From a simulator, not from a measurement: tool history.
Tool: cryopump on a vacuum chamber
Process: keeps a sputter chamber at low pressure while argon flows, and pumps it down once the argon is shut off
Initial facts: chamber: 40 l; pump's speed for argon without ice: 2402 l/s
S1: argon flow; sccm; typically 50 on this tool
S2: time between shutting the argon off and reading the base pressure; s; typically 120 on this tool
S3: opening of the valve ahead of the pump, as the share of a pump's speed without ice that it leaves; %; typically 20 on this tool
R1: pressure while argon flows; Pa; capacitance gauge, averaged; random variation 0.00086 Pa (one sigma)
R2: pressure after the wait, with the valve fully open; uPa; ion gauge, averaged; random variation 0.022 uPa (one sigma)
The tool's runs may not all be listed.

run,hour,S1,S2,S3,R1,R2
1,0,50,120,20,0.179,2.01
2,28.3,50,120,20,0.1801,2.07
3,48.5,50,120,20,0.1791,2
4,70.9,50,120,38,0.0959,2.11
5,90,50,120,38,0.0966,2.1
6,109.4,50,88,20,0.1793,2.27
7,127.5,50,120,49,0.0762,2.2
8,141.2,38,73,21,0.1321,2.37
9,154.6,38,73,21,0.1304,2.41
10,169.8,50,249,20,0.1789,1.92
11,196.5,50,249,20,0.1808,1.96
12,209.3,86,74,20,0.3124,2.39

3 ways to go on from here, each from the tool as it stands after run 12. What would each give?
A,237.2,29,182,20,?,?
B,237.2,86,33,21,?,?
C,237.2,97,161,20,?,?

run,R1,R2
A,0.1048,2.04
B,0.2981,3.26
C,0.351,2.08
With the hidden condition removed and each run's random variation left untouched, the same runs would have given:
run,R1,R2
A,0.1018,0.39
B,0.289,1.6
C,0.3408,0.43

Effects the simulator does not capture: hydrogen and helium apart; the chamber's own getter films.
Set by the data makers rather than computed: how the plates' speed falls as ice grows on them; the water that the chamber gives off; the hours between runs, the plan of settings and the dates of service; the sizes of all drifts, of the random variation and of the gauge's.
